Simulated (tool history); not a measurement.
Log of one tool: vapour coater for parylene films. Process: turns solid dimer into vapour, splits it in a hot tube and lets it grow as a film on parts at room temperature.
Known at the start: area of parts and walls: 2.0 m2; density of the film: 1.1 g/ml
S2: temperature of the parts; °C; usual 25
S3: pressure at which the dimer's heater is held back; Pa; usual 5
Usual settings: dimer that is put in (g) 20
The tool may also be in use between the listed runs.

{"run": 1, "hour": 0.0, "dimer that is put in (g)": 20, "S2": 25, "S3": 5, "thickness of the film (nm)": 3780}
{"hour": 6.1, "done": "trap's valve overhauled"}
{"run": 2, "hour": 28.6, "dimer that is put in (g)": 20, "S2": 25, "S3": 5, "thickness of the film (nm)": 4160}
{"run": 3, "hour": 51.2, "dimer that is put in (g)": 20, "S2": 25, "S3": 5, "thickness of the film (nm)": 4150}
{"run": 4, "hour": 76.3, "dimer that is put in (g)": 20, "S2": 25, "S3": 5, "thickness of the film (nm)": 4160}
{"run": 5, "hour": 92.7, "dimer that is put in (g)": 20, "S2": 30, "S3": 5, "thickness of the film (nm)": 3570}
{"run": 6, "hour": 117.1, "dimer that is put in (g)": 20, "S2": 30, "S3": 5, "thickness of the film (nm)": 3560}
{"run": 7, "hour": 140.1, "dimer that is put in (g)": 20, "S2": 33, "S3": 5, "thickness of the film (nm)": 3270}
{"run": 8, "hour": 163.7, "dimer that is put in (g)": 20, "S2": 33, "S3": 5, "thickness of the film (nm)": 3250}
{"run": 9, "hour": 176.7, "dimer that is put in (g)": 20, "S2": 33, "S3": 5, "thickness of the film (nm)": 3250}
{"run": 10, "hour": 189.4, "dimer that is put in (g)": 8, "S2": 25, "S3": 2.37, "thickness of the film (nm)": 1880}
{"run": 11, "hour": 215.1, "dimer that is put in (g)": 10, "S2": 25, "S3": 9.07, "thickness of the film (nm)": 1750}
{"run": 12, "hour": 232.5, "dimer that is put in (g)": 10, "S2": 20, "S3": 3.37, "thickness of the film (nm)": 2490}
{"run": 13, "hour": 257.1, "dimer that is put in (g)": 8, "S2": 30, "S3": 2.04, "thickness of the film (nm)": 1660}
{"run": 14, "hour": 283.0, "dimer that is put in (g)": 22, "S2": 34, "S3": 5, "thickness of the film (nm)": 3310}
{"run": 15, "hour": 300.0, "dimer that is put in (g)": 22, "S2": 32, "S3": 5, "thickness of the film (nm)": 3410}
{"run": 16, "hour": 311.2, "dimer that is put in (g)": 20, "S2": 36, "S3": 2.68, "thickness of the film (nm)": 3270}
{"run": 17, "hour": 336.8, "dimer that is put in (g)": 20, "S2": 36, "S3": 2.68, "thickness of the film (nm)": 3260}

5 ways to go on from here, each from the tool as it stands after run 17. What would each give?
{"run": "A", "hour": 353.9, "dimer that is put in (g)": 9, "S2": 25, "S3": 2.54, "thickness of the film (nm)": "?"}
{"run": "B", "hour": 353.9, "dimer that is put in (g)": 20, "S2": 18, "S3": 5.9, "thickness of the film (nm)": "?"}
{"run": "C", "hour": 353.9, "dimer that is put in (g)": 20, "S2": 21, "S3": 5, "thickness of the film (nm)": "?"}
{"run": "D", "hour": 353.9, "dimer that is put in (g)": 13, "S2": 20, "S3": 5, "thickness of the film (nm)": "?"}
{"run": "E", "hour": 353.9, "dimer that is put in (g)": 20, "S2": 25, "S3": 3.59, "thickness of the film (nm)": "?"}

run=A thickness_of_the_film_(nm)=1990
run=B thickness_of_the_film_(nm)=4510
run=C thickness_of_the_film_(nm)=4270
run=D thickness_of_the_film_(nm)=2860
run=E thickness_of_the_film_(nm)=4180
Without the tool's hidden state the same runs would have given:
run=A thickness_of_the_film_(nm)=2220
run=B thickness_of_the_film_(nm)=5020
run=C thickness_of_the_film_(nm)=4750
run=D thickness_of_the_film_(nm)=3180
run=E thickness_of_the_film_(nm)=4650

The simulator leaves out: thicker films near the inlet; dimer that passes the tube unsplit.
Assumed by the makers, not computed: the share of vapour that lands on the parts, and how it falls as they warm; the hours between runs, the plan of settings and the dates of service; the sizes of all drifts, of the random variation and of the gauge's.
